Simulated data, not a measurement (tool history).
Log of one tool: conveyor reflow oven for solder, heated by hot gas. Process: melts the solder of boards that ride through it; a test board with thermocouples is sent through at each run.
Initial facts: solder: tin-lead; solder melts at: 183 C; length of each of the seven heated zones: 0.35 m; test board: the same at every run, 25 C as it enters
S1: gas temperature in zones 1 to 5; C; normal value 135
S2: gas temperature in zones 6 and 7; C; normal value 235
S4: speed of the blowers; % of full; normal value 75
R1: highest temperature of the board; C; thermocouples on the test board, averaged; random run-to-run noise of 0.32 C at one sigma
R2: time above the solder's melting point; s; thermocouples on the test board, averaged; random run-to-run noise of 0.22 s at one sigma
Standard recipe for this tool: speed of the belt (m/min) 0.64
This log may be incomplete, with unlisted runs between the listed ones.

Run 1, hour 0: usual settings. Result: R1 215.5 C, R2 47.3 s.
Run 2, hour 59.9: usual settings. Result: R1 215.4 C, R2 46.7 s.
Run 3, hour 115.3: usual settings. Result: R1 214.7 C, R2 47.2 s.
Run 4, hour 170.5: usual settings. Result: R1 214.4 C, R2 46.9 s.
Run 5, hour 230.5: usual settings. Result: R1 214 C, R2 46 s.
At hour 262.2: flux residue cleaned out of gas plates and filters.
Run 6, hour 283.4: usual settings. Result: R1 214.6 C, R2 47.2 s.
At hour 339.2: belt drive overhauled, speed set with a stopwatch.
Run 7, hour 339.2: usual settings. Result: R1 213.8 C, R2 47.4 s.
Run 8, hour 396.9: usual settings. Result: R1 213.9 C, R2 47.2 s.
Run 9, hour 467.2: usual settings. Result: R1 214.1 C, R2 46.8 s.
At hour 494: belt drive overhauled, speed set with a stopwatch, once more.
At hour 523.4: thermocouples of zones 6 and 7 changed.
At hour 533.5: flux residue cleaned out of gas plates and filters.
Run 10, hour 541.1: usual settings. Result: R1 216.2 C, R2 46.8 s.
Run 11, hour 574.8: usual settings. Result: R1 216.4 C, R2 46.7 s.
Run 12, hour 631: usual settings. Result: R1 215.6 C, R2 46.6 s.
Run 13, hour 665.8: usual settings but S4 59 % of full. Result: R1 209.6 C, R2 41.3 s.
Run 14, hour 720.1: usual settings. Result: R1 215.2 C, R2 46.4 s.
Run 15, hour 748.9: usual settings. Result: R1 214.6 C, R2 46.2 s.
At hour 795.7: flux residue cleaned out of gas plates and filters.
Run 16, hour 825.5: usual settings. Result: R1 215.2 C, R2 47.3 s.
Run 17, hour 886.7: usual settings but S1 146 C, S2 236 C, S4 78 % of full. Result: R1 218.5 C, R2 53 s.
Run 18, hour 948.3: usual settings but S1 140 C, S2 245 C. Result: R1 224.1 C, R2 53.9 s.
Run 19, hour 1007.3: usual settings but S1 121 C, S4 85 % of full. Result: R1 214.9 C, R2 43.1 s.
At hour 1057.1: flux residue cleaned out of gas plates and filters.
Run 20, hour 1074.5: usual settings but S1 121 C, S4 85 % of full. Result: R1 215.2 C, R2 44.3 s.
Run 21, hour 1121.2: usual settings but S1 134 C, speed of the belt (m/min) 0.624, S4 56 % of full. Result: R1 209.1 C, R2 41.2 s.
Run 22, hour 1167.3: usual settings but S1 126 C, S2 248 C. Result: R1 224.2 C, R2 49.8 s.
Run 23, hour 1216: usual settings but S1 126 C, S2 248 C. Result: R1 224.4 C, R2 50 s.
Run 24, hour 1287.4: usual settings but S1 126 C, S2 248 C. Result: R1 223.3 C, R2 49.3 s.
At hour 1320.2: flux residue cleaned out of gas plates and filters.
Run 25, hour 1336: usual settings but S1 126 C, S2 248 C. Result: R1 223.9 C, R2 49.6 s.
Run 26, hour 1375: usual settings but S1 137 C, speed of the belt (m/min) 0.598. Result: R1 216.7 C, R2 53 s.
Run 27, hour 1435.6: usual settings but S1 122 C, speed of the belt (m/min) 0.598, S4 68 % of full. Result: R1 211.8 C, R2 44.1 s.
Run 28, hour 1475.6: usual settings but S1 122 C, speed of the belt (m/min) 0.598, S4 68 % of full. Result: R1 211.7 C, R2 43.8 s.
Run 29, hour 1504.3: usual settings but S1 122 C, speed of the belt (m/min) 0.598, S4 68 % of full. Result: R1 212.1 C, R2 43.7 s.
Run 30, hour 1563: usual settings but S1 122 C, speed of the belt (m/min) 0.598, S4 68 % of full. Result: R1 211.5 C, R2 42.9 s.

Alternative continuations, all from the tool just after run 30; predict every row:
At hour 1582.2: flux residue cleaned out of gas plates and filters.
Run A, hour 1616.1: usual settings but S1 122 C, S2 236 C, speed of the belt (m/min) 0.698, S4 68 % of full. Result: R1 ?, R2 ?.
At hour 1582.2: flux residue cleaned out of gas plates and filters.
Run B, hour 1616.1: usual settings but S1 122 C, speed of the belt (m/min) 0.598, S4 57 % of full. Result: R1 ?, R2 ?.
At hour 1582.2: flux residue cleaned out of gas plates and filters.
Run C, hour 1616.1: usual settings but S1 147 C, S2 232 C, speed of the belt (m/min) 0.598, S4 65 % of full. Result: R1 ?, R2 ?.

run     R1    R2
  A  207.3    33
  B  208.1  39.8
  C  213.8  53.5
The same runs, with their run-to-run variation unchanged, on a tool lacking any hidden condition would have given:
run     R1    R2
  A  209.3  34.2
  B  210.1  41.1
  C    216  54.3
